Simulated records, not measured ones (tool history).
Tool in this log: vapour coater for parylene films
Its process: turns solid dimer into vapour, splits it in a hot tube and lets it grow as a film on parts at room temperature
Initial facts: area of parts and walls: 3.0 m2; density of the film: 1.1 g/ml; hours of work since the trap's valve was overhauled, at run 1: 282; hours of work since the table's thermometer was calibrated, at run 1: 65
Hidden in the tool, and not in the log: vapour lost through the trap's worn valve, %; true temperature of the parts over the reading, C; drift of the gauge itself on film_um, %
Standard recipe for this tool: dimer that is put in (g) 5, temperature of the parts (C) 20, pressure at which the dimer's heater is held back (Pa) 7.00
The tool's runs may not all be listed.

run    hour  dimer that is put in (g)  temperature of the parts (C)  pressure at which the dimer's heater is held back (Pa)  hours of work since the trap's valve was overhauled  hours of work since the table's thermometer was calibrated  thickness of the film (um)
  1     0.0                         5                            20                                                    7.00                                                  282                                                          65                        0.99
  2    28.5                         5                            20                                                    7.00                                                  298                                                          80                        0.97
  3    56.4                         5                            20                                                    7.00                                                  313                                                          95                        0.98
  4    98.7                         5                            20                                                    9.63                                                  336                                                         118                        0.91
  5   127.1                         5                            20                                                    7.00                                                  351                                                         134                        0.96
  6   174.5                         5                            22                                                    7.00                                                  376                                                         159                        0.88
  7   221.1                         5                            16                                                    7.00                                                  402                                                         184                        1.06
  8   240.5                         5                            24                                                    7.00                                                  412                                                         195                        0.83
      248.3  -- trap's valve overhauled
  9   271.9                         5                            24                                                    7.00                                                   13                                                         209                        0.95
 10   298.7                         5                            24                                                    7.00                                                   27                                                         224                        0.94
 11   341.0                         5                            24                                                    7.00                                                   50                                                         247                        0.95
 12   378.9                         5                            24                                                    2.43                                                   70                                                         267                        1.11
 13   406.8                         5                            20                                                    7.00                                                   85                                                         282                        1.03
 14   447.5                         5                            20                                                    7.00                                                  107                                                         304                        1.04
 15   469.4                         5                            20                                                    7.00                                                  119                                                         316                        1.03
 16   502.7                         3                            20                                                    7.00                                                  137                                                         334                        0.62
 17   532.3                         3                            20                                                    7.00                                                  153                                                         350                        0.61
 18   560.8                         3                            20                                                    9.20                                                  169                                                         365                        0.57
 19   583.0                         3                            20                                                    9.20                                                  180                                                         377                        0.58
 20   621.3                         3                            20                                                    9.20                                                  201                                                         398                        0.58
 21   643.6                         5                            20                                                    7.00                                                  213                                                         410                        1.02
 22   681.8                         5                            20                                                    7.00                                                  234                                                         430                        0.98
 23   703.6                         5                            29                                                    7.00                                                  246                                                         442                        0.74
 24   747.4                         5                            29                                                    7.00                                                  269                                                         466                        0.73
 25   778.7                         7                            13                                                    4.80                                                  286                                                         483                        1.81
 26   813.4                         5                            21                                                    8.73                                                  305                                                         502                        0.89
 27   851.2                         5                            21                                                    8.73                                                  325                                                         522                        0.88
 28   873.9                         5                            20                                                    4.29                                                  337                                                         534                        1.07
 29   899.8                         5                            28                                                    2.50                                                  351                                                         548                        0.90
 30   933.6                         5                            28                                                    2.50                                                  370                                                         566                        0.88
 31   972.2                         2                            21                                                    9.26                                                  390                                                         587                        0.36
 32   992.2                         2                            21                                                    2.92                                                  401                                                         598                        0.42
     1019.7  -- trap's valve overhauled
 33  1022.1                         2                            21                                                    2.92                                                    1                                                         612                        0.50
 34  1049.5                         2                            21                                                    2.92                                                   16                                                         627                        0.51
 35  1078.0                         5                            16                                                    9.50                                                   31                                                         642                        1.11
 36  1098.9                         2                            20                                                    2.59                                                   43                                                         653                        0.50
 37  1120.9                         2                            20                                                    3.48                                                   55                                                         665                        0.48
 38  1140.8                         2                            19                                                    7.00                                                   65                                                         676                        0.43
 39  1174.5                         3                            20                                                    7.82                                                   83                                                         694                        0.60
 40  1204.0                         6                            17                                                    7.00                                                   99                                                         710                        1.34
 41  1247.7                         3                            21                                                    2.74                                                  123                                                         734                        0.70
 42  1292.9                         4                            14                                                    2.32                                                  147                                                         758                        1.15
 43  1337.3                         4                            14                                                    2.32                                                  171                                                         782                        1.11
 44  1381.0                         4                            21                                                    8.32                                                  195                                                         805                        0.76
 45  1405.4                         4                            20                                                    7.00                                                  208                                                         819                        0.78
 46  1447.6                         4                            20                                                    7.00                                                  231                                                         841                        0.79
 47  1493.6                         8                            20                                                    2.72                                                  256                                                         866                        1.83

4 options for the next run, each taken on its own from the tool as it stands now. Forecast them:
  A  1526.8                         3                            16                                                   11.17                                                  273                                                         884                           ?
  B  1526.8                         5                            28                                                   10.34                                                  273                                                         884                           ?
  C  1526.8                         8                            14                                                    6.96                                                  273                                                         884                           ?
  D  1526.8                         5                            23                                                   11.96                                                  273                                                         884                           ?

run  thickness of the film (um)
  A                        0.60
  B                        0.66
  C                        1.87
  D                        0.78
The same runs, with their run-to-run variation unchanged, on a tool lacking any hidden condition would have given:
run  thickness of the film (um)
  A                        0.67
  B                        0.75
  C                        2.10
  D                        0.88
